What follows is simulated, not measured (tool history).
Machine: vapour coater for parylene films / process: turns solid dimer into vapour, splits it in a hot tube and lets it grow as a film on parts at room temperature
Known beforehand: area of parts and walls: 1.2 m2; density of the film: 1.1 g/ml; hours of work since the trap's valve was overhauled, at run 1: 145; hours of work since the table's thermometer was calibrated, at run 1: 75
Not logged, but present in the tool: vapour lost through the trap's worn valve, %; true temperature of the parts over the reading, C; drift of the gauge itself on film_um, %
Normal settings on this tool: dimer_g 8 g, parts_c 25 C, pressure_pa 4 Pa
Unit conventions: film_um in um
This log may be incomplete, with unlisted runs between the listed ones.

run,hour,dimer_g,parts_c,pressure_pa,hours of work since the trap's valve was overhauled,hours of work since the table's thermometer was calibrated,film_um
1,0,8,25,4,145,75,2.65
2,9.2,8,25,4,153,83,2.63
3,27,8,25,4,168,98,2.57
4,41.8,8,25,4,181,111,2.63
5,61.7,8,25,4.19,198,128,2.55
6,71,8,25,4.7,205,135,2.53
7,87.4,8,22,4,219,150,2.7
8,104.3,8,22,4,234,164,2.66
9,117,8,22,4,245,175,2.65
10,133,8,22,4,258,188,2.66
11,146.4,5,25,4,270,200,1.53
12,158.2,8,25,4,280,210,2.51
13,172,8,18,4,292,222,2.81
14,187,8,25,4,304,234,2.43
15,196.1,8,25,2.43,312,242,2.55
16,215.1,8,34,4,328,258,2.07
17,233.5,8,25,4,344,274,2.39
# hour 242.9: trap's valve overhauled
18,253.8,8,25,4,9,288,2.86
19,269,8,25,2.22,22,301,2.96
20,278.1,8,25,2.22,30,309,2.9
21,292.9,4,25,4,43,321,1.39
22,312.3,8,24,4,59,338,2.8
23,331.5,3,20,2.3,75,354,1.18
24,344.6,3,37,2.3,87,365,0.87
25,359.2,7,26,4.71,99,378,2.31
26,376.9,8,25,7.82,114,393,2.6
27,391.9,8,25,7.82,127,405,2.53
28,402.8,3,18,4,136,415,1.12
29,414.7,7,25,4,146,425,2.32
30,426.4,5,28,4,156,435,1.58
31,441.5,5,28,4,169,448,1.52
32,458.1,5,28,4,183,462,1.52
33,468.6,5,28,4,192,471,1.56
34,488.5,8,17,4,209,488,3
35,498.1,8,17,4,217,496,3.01
36,510.6,3,24,2.6,228,507,1.03
37,519.5,4,26,4.12,236,514,1.25
38,528.2,12,26,6.13,243,522,3.56
39,539.3,8,25,3.8,252,531,2.52
40,549.6,8,25,4,261,540,2.5
41,569.3,11,36,4,278,557,2.83

Results for each run, recomputed without the tool's hidden state and with each run's random variation untouched:
run,film_um
1,2.84
2,2.84
3,2.78
4,2.87
5,2.8
6,2.79
7,3
8,2.97
9,2.98
10,3
11,1.74
12,2.86
13,3.22
14,2.81
15,2.96
16,2.41
17,2.82
18,2.87
19,2.99
20,2.94
21,1.42
22,2.87
23,1.22
24,0.9
25,2.4
26,2.73
27,2.67
28,1.19
29,2.47
30,1.69
31,1.63
32,1.65
33,1.7
34,3.29
35,3.31
36,1.14
37,1.38
38,3.97
39,2.82
40,2.81
41,3.2
